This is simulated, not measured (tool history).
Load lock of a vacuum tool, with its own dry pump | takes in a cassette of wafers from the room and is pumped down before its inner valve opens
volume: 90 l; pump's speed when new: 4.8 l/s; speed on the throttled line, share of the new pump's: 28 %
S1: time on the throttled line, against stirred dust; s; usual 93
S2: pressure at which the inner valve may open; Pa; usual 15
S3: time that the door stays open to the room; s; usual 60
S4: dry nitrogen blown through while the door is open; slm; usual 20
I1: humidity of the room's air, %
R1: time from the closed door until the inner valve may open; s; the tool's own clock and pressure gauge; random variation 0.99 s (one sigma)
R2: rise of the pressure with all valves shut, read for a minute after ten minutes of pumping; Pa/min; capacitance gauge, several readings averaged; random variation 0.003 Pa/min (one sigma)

run 1 hour=0.0 | S1=93 S2=15 S3=60 S4=20 | I1=43.0 | R1=240.9 R2=0.250
run 2 hour=675.9 | S1=93 S2=15 S3=60 S4=20 | I1=44.5 | R1=241.1 R2=0.285
-- hour=780.6 door's seal changed, seat wiped
run 3 hour=1282.7 | S1=93 S2=15 S3=60 S4=5 | I1=42.7 | R1=240.5 R2=0.054
run 4 hour=1604.7 | S1=93 S2=15 S3=60 S4=5 | I1=43.0 | R1=240.3 R2=0.055
run 5 hour=1941.3 | S1=93 S2=15 S3=60 S4=5 | I1=42.4 | R1=241.7 R2=0.056
run 6 hour=2400.5 | S1=93 S2=15 S3=60 S4=5 | I1=44.6 | R1=242.0 R2=0.070
run 7 hour=2958.7 | S1=93 S2=15 S3=60 S4=20 | I1=46.1 | R1=242.0 R2=0.065
run 8 hour=3419.9 | S1=93 S2=21 S3=60 S4=20 | I1=44.9 | R1=235.1 R2=0.069
run 9 hour=3960.9 | S1=93 S2=21 S3=60 S4=20 | I1=44.8 | R1=236.0 R2=0.086
run 10 hour=4561.3 | S1=93 S2=15 S3=60 S4=20 | I1=42.5 | R1=244.0 R2=0.098
run 11 hour=5119.4 | S1=93 S2=15 S3=60 S4=20 | I1=44.0 | R1=244.4 R2=0.121
run 12 hour=5831.2 | S1=93 S2=15 S3=60 S4=20 | I1=45.5 | R1=245.2 R2=0.141
run 13 hour=6226.8 | S1=93 S2=15 S3=60 S4=20 | I1=42.0 | R1=246.5 R2=0.156
run 14 hour=6704.1 | S1=93 S2=15 S3=60 S4=20 | I1=43.6 | R1=246.0 R2=0.181
run 15 hour=7197.4 | S1=102 S2=15 S3=60 S4=20 | I1=45.2 | R1=253.3 R2=0.202
run 16 hour=7577.7 | S1=87 S2=15 S3=60 S4=20 | I1=45.1 | R1=243.7 R2=0.209
run 17 hour=8166.2 | S1=93 S2=15 S3=60 S4=20 | I1=46.1 | R1=246.1 R2=0.242
run 18 hour=8470.6 | S1=49 S2=15 S3=164 S4=11 | I1=42.7 | R1=215.7 R2=0.306
-- hour=8596.5 door's seal changed, seat wiped
run 19 hour=9034.0 | S1=140 S2=15 S3=164 S4=19 | I1=45.5 | R1=281.5 R2=0.076
run 20 hour=9654.3 | S1=140 S2=15 S3=164 S4=19 | I1=45.9 | R1=278.7 R2=0.076
run 21 hour=10078.9 | S1=140 S2=15 S3=164 S4=19 | I1=45.7 | R1=281.2 R2=0.089
run 22 hour=10783.8 | S1=140 S2=15 S3=164 S4=19 | I1=45.8 | R1=281.2 R2=0.104
run 23 hour=11122.8 | S1=93 S2=13 S3=60 S4=9 | I1=46.5 | R1=253.1 R2=0.087
run 24 hour=11832.9 | S1=93 S2=18 S3=60 S4=36 | I1=41.6 | R1=247.8 R2=0.081
run 25 hour=12164.5 | S1=86 S2=28 S3=154 S4=5 | I1=44.5 | R1=232.8 R2=0.162
run 26 hour=12542.8 | S1=86 S2=28 S3=154 S4=5 | I1=47.8 | R1=231.7 R2=0.173
run 27 hour=13204.3 | S1=93 S2=11 S3=60 S4=20 | I1=43.0 | R1=257.8 R2=0.123
run 28 hour=13635.8 | S1=154 S2=11 S3=60 S4=20 | I1=45.1 | R1=300.1 R2=0.143
run 29 hour=13981.4 | S1=154 S2=11 S3=203 S4=39 | I1=43.3 | R1=299.9 R2=0.170
run 30 hour=14276.0 | S1=67 S2=15 S3=61 S4=8 | I1=42.0 | R1=235.4 R2=0.174
run 31 hour=14932.0 | S1=108 S2=16 S3=60 S4=16 | I1=46.0 | R1=263.4 R2=0.205
run 32 hour=15247.1 | S1=93 S2=15 S3=61 S4=20 | I1=47.8 | R1=252.5 R2=0.208
run 33 hour=15869.5 | S1=93 S2=15 S3=61 S4=20 | I1=46.1 | R1=253.1 R2=0.241
-- hour=15974.8 dry pump taken out, an overhauled one fitted
run 34 hour=16193.6 | S1=143 S2=15 S3=61 S4=5 | I1=45.7 | R1=272.3 R2=0.285

3 ways to go on from here, each from the tool as it stands after run 34. What would each give?
-- hour=16422.7 door's seal changed, seat wiped
run A hour=16714.1 | S1=93 S2=26 S3=60 S4=20 | I1=45.8 | R1=? R2=?
-- hour=16422.7 door's seal changed, seat wiped
run B hour=16714.1 | S1=138 S2=15 S3=77 S4=39 | I1=48.7 | R1=? R2=?
-- hour=16422.7 door's seal changed, seat wiped
run C hour=16714.1 | S1=110 S2=26 S3=54 S4=5 | I1=48.5 | R1=? R2=?

run=A R1=225.9 R2=0.040
run=B R1=268.0 R2=0.038
run=C R1=238.3 R2=0.055
Without the tool's hidden state the same runs would have given:
run=A R1=223.6 R2=0.036
run=B R1=265.8 R2=0.035
run=C R1=236.1 R2=0.051

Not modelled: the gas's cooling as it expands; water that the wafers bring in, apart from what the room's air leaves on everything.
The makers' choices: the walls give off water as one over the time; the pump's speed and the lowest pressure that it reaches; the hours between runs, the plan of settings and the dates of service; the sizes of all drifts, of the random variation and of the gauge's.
